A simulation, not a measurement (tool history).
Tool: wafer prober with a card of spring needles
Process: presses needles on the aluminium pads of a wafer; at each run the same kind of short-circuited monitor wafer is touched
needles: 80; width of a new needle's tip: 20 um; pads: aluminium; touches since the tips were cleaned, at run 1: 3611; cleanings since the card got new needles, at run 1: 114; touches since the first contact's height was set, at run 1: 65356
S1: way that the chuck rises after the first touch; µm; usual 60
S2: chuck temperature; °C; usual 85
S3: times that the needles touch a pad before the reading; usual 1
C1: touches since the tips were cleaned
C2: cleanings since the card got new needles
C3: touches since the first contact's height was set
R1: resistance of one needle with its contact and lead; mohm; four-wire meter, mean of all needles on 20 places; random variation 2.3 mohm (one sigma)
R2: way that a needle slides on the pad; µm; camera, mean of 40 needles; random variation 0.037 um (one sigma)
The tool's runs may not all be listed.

run   hour  S1  S2  S3    C1   C2      C3   R1    R2
  1    0.0  60  85   1  3611  114   65356  256  8.26
       2.2  -- tips cleaned on abrasive film
      12.1  -- tips cleaned on abrasive film
      22.6  -- tips cleaned on abrasive film
  2   27.9  60  85   1  2718  117   79446  253  8.27
      32.2  -- tips cleaned on abrasive film
      41.9  -- tips cleaned on abrasive film
      50.8  -- tips cleaned on abrasive film
  3   56.8  60  85   1  3059  120   94078  255  8.31
      61.2  -- tips cleaned on abrasive film
      70.8  -- tips cleaned on abrasive film
  4   74.2  60  81   1  1735  122  102857  258  8.30
      80.7  -- tips cleaned on abrasive film
      90.8  -- tips cleaned on abrasive film
      99.8  -- tips cleaned on abrasive film
  5   99.8  60  81   1     0  125  115767  251  8.28
     110.3  -- tips cleaned on abrasive film
     120.1  -- tips cleaned on abrasive film
  6  124.9  60  81   1  2461  127  128492  251  8.26
     129.2  -- tips cleaned on abrasive film
     138.4  -- tips cleaned on abrasive film
  7  139.3  60  81   1   453  129  135758  252  8.22
     147.7  -- tips cleaned on abrasive film
     158.2  -- tips cleaned on abrasive film
     168.1  -- tips cleaned on abrasive film
  8  172.8  60  81   1  2362  132  152675  250  8.25
     176.8  -- tips cleaned on abrasive film
     186.3  -- tips cleaned on abrasive film
     196.8  -- tips cleaned on abrasive film
  9  196.8  45  85   1     0  135  164796  263  6.17
     206.7  -- tips cleaned on abrasive film
     216.5  -- tips cleaned on abrasive film
 10  218.0  60  85   1   764  137  175530  249  8.32
     226.6  -- tips cleaned on abrasive film
     237.1  -- tips cleaned on abrasive film
 11  238.7  60  85   1   822  139  186024  253  8.32
     247.3  -- tips cleaned on abrasive film
     257.3  -- tips cleaned on abrasive film
 12  264.0  60  85   1  3400  141  198825  256  8.25
     267.9  -- tips cleaned on abrasive film
     277.3  -- tips cleaned on abrasive film
     286.8  -- tips cleaned on abrasive film
 13  289.9  60  85   1  1573  144  211887  251  8.34
     296.3  -- tips cleaned on abrasive film
     306.3  -- tips cleaned on abrasive film
     316.5  -- tips cleaned on abrasive film
 14  320.7  60  95   1  2157  147  227498  256  8.35
     327.2  -- tips cleaned on abrasive film
     337.0  -- tips cleaned on abrasive film
     340.9  -- height of the first contact set anew
     346.5  -- tips cleaned on abrasive film
 15  353.9  60  95   1  3782  150    6617  257  8.30
     356.1  -- tips cleaned on abrasive film
     365.5  -- tips cleaned on abrasive film
     375.2  -- tips cleaned on abrasive film
 16  375.2  60  95   1     0  153   17309  256  8.31
     384.3  -- tips cleaned on abrasive film
     394.9  -- tips cleaned on abrasive film
 17  402.0  60  95   1  3633  155   30913  258  8.29
     404.2  -- tips cleaned on abrasive film
     414.1  -- tips cleaned on abrasive film
     424.6  -- tips cleaned on abrasive film
 18  428.7  60  95   2  2076  158   44380  255  8.30
     435.1  -- tips cleaned on abrasive film
     444.2  -- tips cleaned on abrasive film
 19  444.2  60  95   2     0  160   52211  255  8.31
     453.3  -- tips cleaned on abrasive film
     462.3  -- tips cleaned on abrasive film
 20  464.2  60  95   2   951  162   62336  253  8.28
     472.1  -- tips cleaned on abrasive film
     482.1  -- tips cleaned on abrasive film
 21  482.1  60  95   2     0  164   71390  250  8.38
     490.7  -- tips cleaned on abrasive film
     499.8  -- tips cleaned on abrasive film
 22  499.8  60  85   1     0  166   80291  255  8.29

Forecast run 23:
     509.3  -- tips cleaned on abrasive film
     519.9  -- tips cleaned on abrasive film
 23  520.6  60  85   2  320  168  90814   ?   ?

Run 23 gave R1 250 mohm, R2 8.28 µm.
Without the tool's hidden state the same run would have given R1 250 mohm, R2 8.28 µm.

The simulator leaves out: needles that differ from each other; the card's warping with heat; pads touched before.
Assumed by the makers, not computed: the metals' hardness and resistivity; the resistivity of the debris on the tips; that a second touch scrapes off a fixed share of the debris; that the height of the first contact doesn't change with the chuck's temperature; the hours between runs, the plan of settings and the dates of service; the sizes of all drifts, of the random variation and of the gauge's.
